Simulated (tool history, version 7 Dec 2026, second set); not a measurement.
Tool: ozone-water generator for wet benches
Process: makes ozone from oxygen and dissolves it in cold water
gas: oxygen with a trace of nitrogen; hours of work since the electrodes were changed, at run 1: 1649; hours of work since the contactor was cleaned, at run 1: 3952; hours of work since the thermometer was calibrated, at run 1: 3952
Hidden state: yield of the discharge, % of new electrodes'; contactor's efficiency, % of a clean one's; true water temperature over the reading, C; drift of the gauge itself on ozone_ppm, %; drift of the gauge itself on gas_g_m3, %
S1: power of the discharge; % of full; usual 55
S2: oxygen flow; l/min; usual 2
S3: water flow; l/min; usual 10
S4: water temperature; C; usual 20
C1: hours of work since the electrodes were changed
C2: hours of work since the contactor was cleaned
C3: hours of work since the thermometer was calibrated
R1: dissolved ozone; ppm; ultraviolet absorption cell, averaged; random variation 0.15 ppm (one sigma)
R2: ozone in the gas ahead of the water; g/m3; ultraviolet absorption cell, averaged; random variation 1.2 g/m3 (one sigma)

run	hour	S1	S2	S3	S4	C1	C2	C3	R1	R2
1	0	55	2	10	20	1649	3952	3952	19.6	225.2
2	64.7	94	2	10	20	1696	3998	3998	26.9	309.5
3	114.3	94	2	10	20	1731	4034	4034	27.2	310
4	169	55	2	10	20	1770	4073	4073	19.9	222.5
5	231.4	55	2.4	10	20	1814	4117	4117	19.3	199.8
# hour 266.8: contactor cleaned
6	284.8	55	2.4	10	20	1850	13	4152	19.4	199.9
# hour 298.5: water thermometer calibrated
7	357	55	2	10	25	1901	64	42	18.4	227.6
8	413.9	55	2.96	10	20	1941	105	82	19.3	177.3
9	455.9	53	2.96	10	20	1971	135	112	18.5	174
10	498.1	53	2.96	6	20	2002	165	142	25.6	174.1
11	531.7	41	2	10	20	2026	189	166	16.4	189.1
12	606.2	55	2	10	16	2079	242	219	20.4	226.8
13	663.6	55	2	10	20	2120	283	260	19.9	225
14	704.1	55	2	10	20	2149	312	289	19.6	225.3
15	750.2	55	2	10	20	2181	345	322	19.8	226
16	823.2	55	2	10	20	2233	397	374	19.2	224.7
17	882	55	2	10	20	2275	438	416	19.6	223.3
18	939.1	55	2	10	20	2316	479	457	19.8	224.9
19	1012.9	55	2	8	12	2369	532	510	26.2	222.3
20	1052.6	55	2	8	12	2397	560	538	26.1	224.5
21	1108	55	2	10	13	2437	600	577	21.2	223
22	1142.1	55	1.4	10	27	2461	624	602	18.1	283.1
23	1179.5	55	1.4	10	20	2488	651	629	19.7	283.1
24	1214.6	59	1.4	10	27	2513	676	653	18.8	293.3
25	1268	59	1.4	10	27	2551	714	692	18.7	291.9
26	1304.2	55	1.18	9	20	2577	740	717	21.1	312.5
27	1347.6	57	2	10	20	2608	771	748	20.1	230.6
28	1419.8	55	1.19	10	20	2659	822	800	19.2	314.4
29	1457.6	55	2.33	9	20	2686	849	827	21.2	204.8
30	1507	55	2	9	24	2721	884	862	20.3	225.6
31	1550.7	55	2	9	24	2752	915	893	20	225.4
32	1610.9	57	1.46	15	24	2795	958	936	13.4	283
33	1657.1	57	1.46	15	24	2828	991	969	13.2	280

3 ways to go on from here, each from the tool as it stands after run 33. What would each give?
A	1724.9	99	2.74	10	24	2877	1040	1018	?	?
B	1724.9	57	1.46	9	16	2877	1040	1018	?	?
C	1724.9	55	2	10	20	2877	1040	1018	?	?

run	R1	R2
A	25.5	262.5
B	22.8	282.5
C	19.8	225.4
Without the tool's hidden state the same runs would have given:
run	R1	R2
A	25.6	263.1
B	22.9	282.9
C	19.9	225.7
